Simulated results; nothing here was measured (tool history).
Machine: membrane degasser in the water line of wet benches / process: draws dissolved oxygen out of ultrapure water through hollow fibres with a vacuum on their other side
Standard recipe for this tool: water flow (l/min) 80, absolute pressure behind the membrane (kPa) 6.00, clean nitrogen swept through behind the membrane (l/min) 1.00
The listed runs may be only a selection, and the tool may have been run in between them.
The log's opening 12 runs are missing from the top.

run,hour,water flow (l/min),absolute pressure behind the membrane (kPa),clean nitrogen swept through behind the membrane (l/min),hours since the membrane was changed,hours since the vacuum gauge was calibrated,hours since the vacuum lines were made tight,dissolved oxygen in the water behind the degasser (ppb),pressure that the water loses in the fibres (kPa)
13,1293.2,80,6.00,1.26,3441,1999,10505,318.7,32.67
14,1374.3,80,6.00,1.26,3522,2080,10586,313.9,32.78
15,1504.7,80,6.00,1.26,3652,2211,10716,312.7,32.40
16,1606.1,80,6.00,1.26,3753,2312,10818,311.6,32.34
17,1680.6,80,6.00,1.33,3828,2387,10892,302.3,32.45
18,1825.3,49,5.65,1.00,3973,2531,11037,226.0,19.93
19,1915.7,55,5.65,1.00,4063,2622,11127,246.8,22.24
20,1984.1,55,7.18,2.84,4131,2690,11196,170.9,22.45
21,2054.1,55,7.18,2.75,4201,2760,11266,176.9,22.17
22,2191.9,55,7.18,2.75,4339,2898,11404,174.5,22.28
23,2280.0,124,14.99,1.07,4427,2986,11492,1766.2,50.43
24,2432.6,51,9.61,1.00,4580,3139,11644,581.1,20.68
25,2537.3,51,9.61,1.00,4685,3243,11749,591.9,20.86
26,2695.7,51,3.70,1.00,4843,3402,11907,48.8,20.69
27,2799.1,82,11.75,1.60,4946,3505,12011,775.0,33.48
28,2908.6,82,11.75,1.60,5056,3615,12120,773.8,33.40
29,3002.1,82,11.75,1.60,5149,3708,12214,772.8,33.39
30,3091.0,82,11.75,1.60,5238,3797,12303,773.1,33.32
31,3249.2,82,11.75,1.60,5396,3955,12461,767.5,33.32
32,3368.9,97,12.05,0.42,5516,4075,12581,1889.5,39.58

Forecast each of these 3 alternatives for the next run:
A,3479.5,59,6.15,1.06,5627,4185,12691,?,?
B,3479.5,109,12.05,0.68,5627,4185,12691,?,?
C,3479.5,56,6.00,1.00,5627,4185,12691,?,?

run,dissolved oxygen in the water behind the degasser (ppb),pressure that the water loses in the fibres (kPa)
A,296.8,23.85
B,1613.6,44.43
C,282.6,22.78
With no hidden state in the tool, these same runs would have given:
run,dissolved oxygen in the water behind the degasser (ppb),pressure that the water loses in the fibres (kPa)
A,296.7,23.85
B,1613.4,44.43
C,282.5,22.78

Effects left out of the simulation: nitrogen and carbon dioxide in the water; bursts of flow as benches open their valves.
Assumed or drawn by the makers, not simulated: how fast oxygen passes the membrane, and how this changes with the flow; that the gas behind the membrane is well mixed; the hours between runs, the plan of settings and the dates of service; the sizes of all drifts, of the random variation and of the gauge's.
